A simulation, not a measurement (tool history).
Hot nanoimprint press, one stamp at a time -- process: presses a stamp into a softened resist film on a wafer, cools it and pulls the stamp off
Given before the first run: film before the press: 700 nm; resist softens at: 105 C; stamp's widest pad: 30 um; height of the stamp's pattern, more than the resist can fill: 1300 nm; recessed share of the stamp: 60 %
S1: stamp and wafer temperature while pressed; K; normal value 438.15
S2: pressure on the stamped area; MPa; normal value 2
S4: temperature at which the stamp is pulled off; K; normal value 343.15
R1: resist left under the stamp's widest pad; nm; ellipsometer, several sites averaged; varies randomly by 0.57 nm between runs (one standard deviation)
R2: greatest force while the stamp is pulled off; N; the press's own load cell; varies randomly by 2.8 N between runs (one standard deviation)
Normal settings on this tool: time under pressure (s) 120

Run 1, day 0: usual settings. Result: R1 369.3 nm, R2 134 N.
Run 2, day 0.388: usual settings. Result: R1 368.6 nm, R2 135 N.
Run 3, day 0.946: usual settings but S1 426.15 K. Result: R1 601.4 nm, R2 131 N.
Run 4, day 1.517: usual settings but S1 426.15 K. Result: R1 602.4 nm, R2 136 N.
Run 5, day 2.088: usual settings but S1 426.15 K. Result: R1 601.3 nm, R2 135 N.
Run 6, day 2.471: usual settings but S1 441.15 K. Result: R1 312.5 nm, R2 131 N.
Run 7, day 3.158: usual settings but S1 441.15 K. Result: R1 312.4 nm, R2 136 N.
Run 8, day 3.592: usual settings but S1 441.15 K. Result: R1 312.2 nm, R2 136 N.
Run 9, day 4.212: usual settings but S1 441.15 K, S2 2.03 MPa. Result: R1 310.3 nm, R2 130 N.
Run 10, day 4.725: usual settings. Result: R1 368.2 nm, R2 136 N.
Run 11, day 5.362: usual settings but S2 1.63 MPa. Result: R1 402.7 nm, R2 138 N.
Run 12, day 5.996: usual settings but S2 1.63 MPa. Result: R1 402.4 nm, R2 133 N.
Run 13, day 6.292: usual settings but S2 2.52 MPa. Result: R1 329.4 nm, R2 138 N.
Run 14, day 6.612: usual settings but time under pressure (s) 198. Result: R1 309 nm, R2 135 N.
Run 15, day 7.175: usual settings but time under pressure (s) 198. Result: R1 308.9 nm, R2 133 N.
Run 16, day 7.579: usual settings. Result: R1 366.8 nm, R2 135 N.
Run 17, day 8.033: usual settings. Result: R1 366.7 nm, R2 138 N.
Run 18, day 8.721: usual settings but S1 432.15 K, S2 2.7 MPa, time under pressure (s) 146, S4 334.15 K. Result: R1 415.1 nm, R2 159 N.
Run 19, day 9.258: usual settings but S2 1.46 MPa, time under pressure (s) 199. Result: R1 357.3 nm, R2 131 N.
Run 20, day 9.838: usual settings but S2 2.1 MPa, time under pressure (s) 149, S4 341.15 K. Result: R1 333 nm, R2 145 N.
Run 21, day 10.188: usual settings but time under pressure (s) 154, S4 335.15 K. Result: R1 335.7 nm, R2 160 N.
Run 22, day 10.658: usual settings but S2 2.47 MPa, time under pressure (s) 188, S4 335.15 K. Result: R1 282.7 nm, R2 158 N.
Run 23, day 11.308: usual settings but S1 448.15 K. Result: R1 212.5 nm, R2 129 N.
Run 24, day 12.017: usual settings but S1 437.15 K, S2 1.69 MPa. Result: R1 417.9 nm, R2 137 N.
Run 25, day 12.596: usual settings but S2 2.06 MPa, time under pressure (s) 79, S4 350.15 K. Result: R1 414.9 nm, R2 116 N.
Run 26, day 13.267: usual settings but S1 448.15 K, S2 2.88 MPa, time under pressure (s) 113. Result: R1 178 nm, R2 136 N.
Run 27, day 13.946: usual settings but S1 431.15 K, S2 2.12 MPa. Result: R1 504 nm, R2 132 N.
Run 28, day 14.546: usual settings but S1 446.15 K, S2 2.12 MPa. Result: R1 229.3 nm, R2 135 N.
Run 29, day 15.212: usual settings but S1 446.15 K, S2 2.12 MPa, time under pressure (s) 175, S4 329.15 K. Result: R1 198 nm, R2 171 N.
Run 30, day 15.504: usual settings but S1 446.15 K, S2 1.82 MPa. Result: R1 249 nm, R2 133 N.
Run 31, day 15.842: usual settings but S1 428.15 K, S2 1.86 MPa, time under pressure (s) 221, S4 337.15 K. Result: R1 518.7 nm, R2 147 N.

Removed from this log: 2 entries logged between the listed runs. Between which two listed runs does each belong, and how does the tool's hidden state at the listed run before it compare with that at the listed run after it?
Logged between run 22 and run 23: gauge calibrated (day 10.762)
  drift of the gauge itself on residual_nm, %: -0.78 -> -0.04
  the result without the hidden state subtracted from the measured one, R1: -2.6 -> -0.3 nm; R2: +2 -> +2 N
Logged between run 23 and run 24: plate thermocouple calibrated (day 11.692)
  true temperature over the reading, C: 0.03 -> 0; grip of the stamp's worn release coat, % over a new coat's: 1.2 -> 1.3; drift of the gauge itself on residual_nm, %: -0.04 -> -0.08
  the result without the hidden state subtracted from the measured one, R1: -0.3 -> -0.3 nm; R2: +2 -> +2 N
